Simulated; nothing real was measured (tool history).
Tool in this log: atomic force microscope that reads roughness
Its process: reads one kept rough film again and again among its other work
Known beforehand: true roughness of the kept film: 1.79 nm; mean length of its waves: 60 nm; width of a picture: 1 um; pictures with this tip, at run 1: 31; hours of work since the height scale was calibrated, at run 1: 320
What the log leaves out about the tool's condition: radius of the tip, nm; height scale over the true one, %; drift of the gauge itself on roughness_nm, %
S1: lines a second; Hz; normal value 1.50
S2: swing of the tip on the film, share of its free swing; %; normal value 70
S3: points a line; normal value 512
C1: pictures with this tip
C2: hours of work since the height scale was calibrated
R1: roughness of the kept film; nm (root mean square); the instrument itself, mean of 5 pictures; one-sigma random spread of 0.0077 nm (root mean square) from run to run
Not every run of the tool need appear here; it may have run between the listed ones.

run 1 day=0.000 | S1=1.50 S2=70 S3=512 | C1=31 C2=320 | R1=1.670
run 2 day=0.404 | S1=1.50 S2=70 S3=512 | C1=37 C2=324 | R1=1.687
run 3 day=1.196 | S1=1.50 S2=70 S3=512 | C1=50 C2=332 | R1=1.669
run 4 day=1.633 | S1=1.50 S2=70 S3=512 | C1=56 C2=336 | R1=1.655
run 5 day=2.367 | S1=1.50 S2=70 S3=512 | C1=68 C2=343 | R1=1.645
run 6 day=2.712 | S1=0.87 S2=70 S3=512 | C1=73 C2=347 | R1=1.662
run 7 day=3.271 | S1=1.34 S2=70 S3=512 | C1=82 C2=352 | R1=1.646
run 8 day=3.967 | S1=1.34 S2=70 S3=512 | C1=92 C2=359 | R1=1.633
run 9 day=4.379 | S1=1.50 S2=80 S3=512 | C1=99 C2=363 | R1=1.592
run 10 day=5.075 | S1=1.50 S2=80 S3=512 | C1=109 C2=370 | R1=1.581
run 11 day=5.550 | S1=1.50 S2=80 S3=512 | C1=117 C2=375 | R1=1.588
run 12 day=6.212 | S1=1.50 S2=80 S3=512 | C1=127 C2=381 | R1=1.572
run 13 day=6.546 | S1=1.50 S2=80 S3=512 | C1=132 C2=385 | R1=1.587
run 14 day=7.017 | S1=1.50 S2=80 S3=512 | C1=139 C2=389 | R1=1.569
run 15 day=7.388 | S1=1.50 S2=80 S3=512 | C1=145 C2=393 | R1=1.572
-- day=7.467 new tip fitted
run 16 day=7.979 | S1=1.50 S2=89 S3=512 | C1=8 C2=399 | R1=1.628
run 17 day=8.392 | S1=1.50 S2=89 S3=512 | C1=14 C2=403 | R1=1.636
run 18 day=9.046 | S1=1.50 S2=89 S3=512 | C1=24 C2=409 | R1=1.610
run 19 day=9.421 | S1=1.50 S2=70 S3=512 | C1=30 C2=413 | R1=1.681
run 20 day=10.208 | S1=1.50 S2=70 S3=512 | C1=42 C2=421 | R1=1.672
run 21 day=10.758 | S1=1.50 S2=70 S3=512 | C1=51 C2=426 | R1=1.670
run 22 day=11.512 | S1=0.87 S2=70 S3=512 | C1=63 C2=433 | R1=1.679
run 23 day=12.321 | S1=0.87 S2=70 S3=512 | C1=75 C2=441 | R1=1.665
run 24 day=12.925 | S1=0.87 S2=70 S3=512 | C1=84 C2=447 | R1=1.645
run 25 day=13.542 | S1=0.87 S2=70 S3=512 | C1=94 C2=454 | R1=1.638
run 26 day=13.879 | S1=1.50 S2=88 S3=512 | C1=99 C2=457 | R1=1.576
run 27 day=14.538 | S1=1.50 S2=88 S3=512 | C1=109 C2=463 | R1=1.566
run 28 day=15.167 | S1=1.50 S2=72 S3=710 | C1=119 C2=470 | R1=1.590
run 29 day=15.600 | S1=1.42 S2=85 S3=339 | C1=126 C2=474 | R1=1.571
run 30 day=16.096 | S1=1.42 S2=85 S3=339 | C1=133 C2=479 | R1=1.552
run 31 day=16.588 | S1=3.71 S2=85 S3=339 | C1=141 C2=484 | R1=1.449
-- day=16.954 new tip fitted
run 32 day=17.279 | S1=0.95 S2=70 S3=512 | C1=5 C2=490 | R1=1.727
run 33 day=18.046 | S1=0.95 S2=70 S3=512 | C1=17 C2=498 | R1=1.721
run 34 day=18.638 | S1=0.95 S2=64 S3=512 | C1=26 C2=504 | R1=1.706
run 35 day=19.129 | S1=3.88 S2=70 S3=271 | C1=34 C2=509 | R1=1.619
run 36 day=19.688 | S1=1.32 S2=72 S3=833 | C1=43 C2=514 | R1=1.664
run 37 day=20.029 | S1=1.32 S2=72 S3=833 | C1=48 C2=517 | R1=1.677
run 38 day=20.504 | S1=1.32 S2=72 S3=833 | C1=55 C2=522 | R1=1.676
run 39 day=21.083 | S1=1.32 S2=72 S3=833 | C1=64 C2=528 | R1=1.667
run 40 day=21.633 | S1=1.32 S2=72 S3=833 | C1=73 C2=533 | R1=1.654
run 41 day=22.433 | S1=1.32 S2=72 S3=833 | C1=85 C2=541 | R1=1.646
run 42 day=22.775 | S1=1.26 S2=63 S3=833 | C1=90 C2=545 | R1=1.656
run 43 day=23.138 | S1=1.26 S2=88 S3=833 | C1=96 C2=548 | R1=1.590
run 44 day=23.821 | S1=1.26 S2=88 S3=833 | C1=106 C2=555 | R1=1.603
run 45 day=24.225 | S1=1.26 S2=72 S3=742 | C1=113 C2=559 | R1=1.626
run 46 day=24.962 | S1=1.26 S2=72 S3=742 | C1=124 C2=566 | R1=1.621
run 47 day=25.788 | S1=1.26 S2=72 S3=742 | C1=137 C2=574 | R1=1.604
-- day=26.408 new tip fitted
run 48 day=26.625 | S1=1.08 S2=58 S3=546 | C1=3 C2=582 | R1=1.730
run 49 day=26.971 | S1=2.61 S2=82 S3=261 | C1=9 C2=586 | R1=1.600
run 50 day=27.800 | S1=1.37 S2=87 S3=1010 | C1=22 C2=594 | R1=1.647
run 51 day=28.525 | S1=1.13 S2=57 S3=955 | C1=33 C2=601 | R1=1.707
run 52 day=28.862 | S1=3.39 S2=70 S3=302 | C1=38 C2=605 | R1=1.624
run 53 day=29.667 | S1=3.39 S2=70 S3=302 | C1=50 C2=612 | R1=1.601
run 54 day=30.162 | S1=0.56 S2=64 S3=275 | C1=58 C2=617 | R1=1.690

3 options for the next run, each taken on its own from the tool as it stands now. Forecast them:
run A day=30.496 | S1=1.43 S2=87 S3=275 | C1=63 C2=621 | R1=?
run B day=30.496 | S1=0.92 S2=75 S3=541 | C1=63 C2=621 | R1=?
run C day=30.496 | S1=2.27 S2=70 S3=512 | C1=63 C2=621 | R1=?

run=A R1=1.598
run=B R1=1.670
run=C R1=1.643
Without the tool's hidden state the same runs would have given:
run=A R1=1.652
run=B R1=1.726
run=C R1=1.699
